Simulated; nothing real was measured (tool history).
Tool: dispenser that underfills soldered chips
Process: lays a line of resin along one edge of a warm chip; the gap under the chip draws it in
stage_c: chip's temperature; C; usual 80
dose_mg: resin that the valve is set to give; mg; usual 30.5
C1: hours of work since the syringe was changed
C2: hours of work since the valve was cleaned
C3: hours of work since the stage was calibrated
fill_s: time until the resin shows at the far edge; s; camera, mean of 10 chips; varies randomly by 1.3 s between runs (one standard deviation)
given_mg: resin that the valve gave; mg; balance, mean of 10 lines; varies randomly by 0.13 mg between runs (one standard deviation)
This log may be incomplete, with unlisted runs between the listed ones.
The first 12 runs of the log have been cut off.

Run 13, hour 54.4: usual settings but stage_c 74 C, dose_mg 28.2 mg; C1 8; C2 58; C3 180. Result: fill_s 276.7 s, given_mg 27.41 mg.
At hour 56: new syringe of resin.
Run 14, hour 58.2: usual settings but stage_c 74 C, dose_mg 28.2 mg; C1 2; C2 61; C3 182. Result: fill_s 180.7 s, given_mg 27.06 mg.
Run 15, hour 61.8: usual settings but stage_c 94 C, dose_mg 28.2 mg; C1 4; C2 63; C3 185. Result: fill_s 100.5 s, given_mg 27.32 mg.
Run 16, hour 67.9: usual settings but stage_c 94 C, dose_mg 28.2 mg; C1 8; C2 67; C3 189. Result: fill_s 133.1 s, given_mg 27.19 mg.
At hour 69.9: new syringe of resin.
Run 17, hour 74.2: usual settings but stage_c 94 C, dose_mg 28.2 mg; C1 3; C2 71; C3 193. Result: fill_s 93.1 s, given_mg 27.06 mg.
Run 18, hour 79.4: usual settings but dose_mg 27.6 mg; C1 6; C2 75; C3 196. Result: fill_s 187.5 s, given_mg 26.38 mg.
Run 19, hour 83.3: usual settings but stage_c 88 C, dose_mg 26.9 mg; C1 9; C2 77; C3 199. Result: fill_s 171.6 s, given_mg 26.04 mg.
At hour 84.2: new syringe of resin.
Run 20, hour 87.8: usual settings but stage_c 85 C, dose_mg 26.9 mg; C1 2; C2 80; C3 202. Result: fill_s 127.5 s, given_mg 25.95 mg.
Run 21, hour 91.3: usual settings but stage_c 85 C, dose_mg 26.9 mg; C1 5; C2 83; C3 204. Result: fill_s 149.4 s, given_mg 25.78 mg.
Run 22, hour 95.9: usual settings but stage_c 83 C, dose_mg 27.7 mg; C1 8; C2 86; C3 207. Result: fill_s 191.3 s, given_mg 26.65 mg.
At hour 98.1: new syringe of resin.
Run 23, hour 101.2: usual settings but stage_c 68 C, dose_mg 27.9 mg; C1 2; C2 89; C3 210. Result: fill_s 236.9 s, given_mg 26.8 mg.
Run 24, hour 105.9: usual settings but dose_mg 27.6 mg; C1 5; C2 92; C3 214. Result: fill_s 178.8 s, given_mg 26.56 mg.
Run 25, hour 110.4: usual settings but dose_mg 27.6 mg; C1 8; C2 95; C3 217. Result: fill_s 222.5 s, given_mg 26.31 mg.
At hour 111.9: new syringe of resin.
Run 26, hour 115.1: usual settings but dose_mg 27.6 mg; C1 2; C2 98; C3 220. Result: fill_s 150.3 s, given_mg 26.31 mg.
Run 27, hour 121: usual settings but dose_mg 29 mg; C1 6; C2 102; C3 224. Result: fill_s 186.4 s, given_mg 27.5 mg.
At hour 122.6: dispensing valve cleaned and set on the balance.
Run 28, hour 125.6: usual settings but stage_c 89 C, dose_mg 33 mg; C1 9; C2 2; C3 226. Result: fill_s 155.6 s, given_mg 32.81 mg.
At hour 127.1: new syringe of resin.
Run 29, hour 129.8: usual settings but stage_c 91 C, dose_mg 31.6 mg; C1 2; C2 5; C3 229. Result: fill_s 94.6 s, given_mg 31.77 mg.
Run 30, hour 134.2: usual settings but stage_c 92 C, dose_mg 36.8 mg; C1 5; C2 8; C3 232. Result: fill_s 111.3 s, given_mg 37.05 mg.
Run 31, hour 139.8: usual settings but stage_c 82 C, dose_mg 26 mg; C1 9; C2 11; C3 235. Result: fill_s 205.8 s, given_mg 26.01 mg.
At hour 141.2: new syringe of resin.
Run 32, hour 145.6: usual settings but stage_c 86 C, dose_mg 35.2 mg; C1 3; C2 15; C3 239. Result: fill_s 118.9 s, given_mg 35.16 mg.
Run 33, hour 148.5: usual settings but stage_c 86 C, dose_mg 35.2 mg; C1 5; C2 17; C3 241. Result: fill_s 133.8 s, given_mg 34.99 mg.
Run 34, hour 153: usual settings but stage_c 89 C, dose_mg 35.6 mg; C1 8; C2 20; C3 244. Result: fill_s 144.3 s, given_mg 35.45 mg.
At hour 155.1: new syringe of resin.
Run 35, hour 156.8: usual settings but stage_c 89 C, dose_mg 35.6 mg; C1 1; C2 22; C3 246. Result: fill_s 94.8 s, given_mg 35.12 mg.
Run 36, hour 159.5: usual settings but stage_c 85 C, dose_mg 32.3 mg; C1 3; C2 24; C3 248. Result: fill_s 123.2 s, given_mg 31.94 mg.

Each row is a separate what-if for the run after 36, all from the same tool condition, not one after another. Results?
Run A, hour 164.2: usual settings but stage_c 88 C, dose_mg 30.7 mg; C1 6; C2 27; C3 251. Result: fill_s ?, given_mg ?.
Run B, hour 164.2: usual settings but stage_c 94 C; C1 6; C2 27; C3 251. Result: fill_s ?, given_mg ?.
Run C, hour 164.2: usual settings but stage_c 84 C, dose_mg 28.9 mg; C1 6; C2 27; C3 251. Result: fill_s ?, given_mg ?.
Run D, hour 164.2: usual settings but stage_c 85 C, dose_mg 34.9 mg; C1 6; C2 27; C3 251. Result: fill_s ?, given_mg ?.

run  fill_s  given_mg
  A   134.1     30.36
  B   112.4     30.06
  C   157.2     28.57
  D   148.6     34.51
The same runs, with their run-to-run variation unchanged, on a tool lacking any hidden condition would have given:
run  fill_s  given_mg
  A      91     30.63
  B    76.3     30.33
  C   106.7     28.83
  D   100.9     34.82
